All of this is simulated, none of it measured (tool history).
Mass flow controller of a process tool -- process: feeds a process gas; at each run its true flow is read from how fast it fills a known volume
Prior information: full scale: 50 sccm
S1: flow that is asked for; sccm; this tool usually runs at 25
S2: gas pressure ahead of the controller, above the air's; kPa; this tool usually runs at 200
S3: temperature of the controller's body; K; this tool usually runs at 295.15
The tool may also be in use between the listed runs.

run 1 day=0.000 | S1=25 S2=200 S3=295.15 | true_flow_(%)=98.05
run 2 day=2.562 | S1=27 S2=200 S3=295.15 | true_flow_(%)=98.24
run 3 day=8.346 | S1=12 S2=200 S3=295.15 | true_flow_(%)=97.30
run 4 day=13.729 | S1=12 S2=200 S3=295.15 | true_flow_(%)=97.30
run 5 day=19.354 | S1=25 S2=200 S3=294.15 | true_flow_(%)=98.10
run 6 day=23.692 | S1=25 S2=200 S3=294.15 | true_flow_(%)=98.05
run 7 day=27.850 | S1=25 S2=200 S3=294.15 | true_flow_(%)=98.29
run 8 day=30.646 | S1=25 S2=200 S3=294.15 | true_flow_(%)=98.01
run 9 day=33.758 | S1=25 S2=200 S3=294.15 | true_flow_(%)=98.04
run 10 day=39.317 | S1=25 S2=200 S3=294.15 | true_flow_(%)=98.07
run 11 day=44.871 | S1=25 S2=200 S3=295.15 | true_flow_(%)=98.26
run 12 day=48.242 | S1=25 S2=157 S3=295.15 | true_flow_(%)=97.98
run 13 day=52.475 | S1=25 S2=157 S3=295.15 | true_flow_(%)=98.14
run 14 day=57.679 | S1=43 S2=200 S3=295.15 | true_flow_(%)=99.43
run 15 day=63.617 | S1=25 S2=186 S3=295.15 | true_flow_(%)=98.18
run 16 day=67.612 | S1=49 S2=162 S3=310.15 | true_flow_(%)=100.71
run 17 day=72.979 | S1=49 S2=259 S3=300.15 | true_flow_(%)=100.24
run 18 day=76.258 | S1=49 S2=259 S3=300.15 | true_flow_(%)=100.25
run 19 day=79.288 | S1=50 S2=153 S3=300.15 | true_flow_(%)=99.93
run 20 day=84.921 | S1=7 S2=174 S3=303.15 | true_flow_(%)=97.49
run 21 day=89.133 | S1=26 S2=244 S3=295.15 | true_flow_(%)=98.55
run 22 day=93.521 | S1=26 S2=244 S3=295.15 | true_flow_(%)=98.38
run 23 day=98.396 | S1=7 S2=163 S3=303.15 | true_flow_(%)=97.60
run 24 day=101.567 | S1=25 S2=200 S3=311.15 | true_flow_(%)=99.38
run 25 day=106.338 | S1=25 S2=200 S3=311.15 | true_flow_(%)=99.25
run 26 day=110.617 | S1=40 S2=254 S3=293.15 | true_flow_(%)=99.18

Forecast each of these 4 alternatives for the next run:
run A day=115.708 | S1=6 S2=213 S3=308.15 | true_flow_(%)=?
run B day=115.708 | S1=40 S2=161 S3=300.15 | true_flow_(%)=?
run C day=115.708 | S1=14 S2=145 S3=295.15 | true_flow_(%)=?
run D day=115.708 | S1=25 S2=200 S3=302.15 | true_flow_(%)=?

run=A true_flow_(%)=97.93
run=B true_flow_(%)=99.37
run=C true_flow_(%)=97.29
run=D true_flow_(%)=98.62
Stripped of hidden state, with their random variation kept, the same runs would have yielded:
run=A true_flow_(%)=97.94
run=B true_flow_(%)=99.37
run=C true_flow_(%)=97.29
run=D true_flow_(%)=98.62
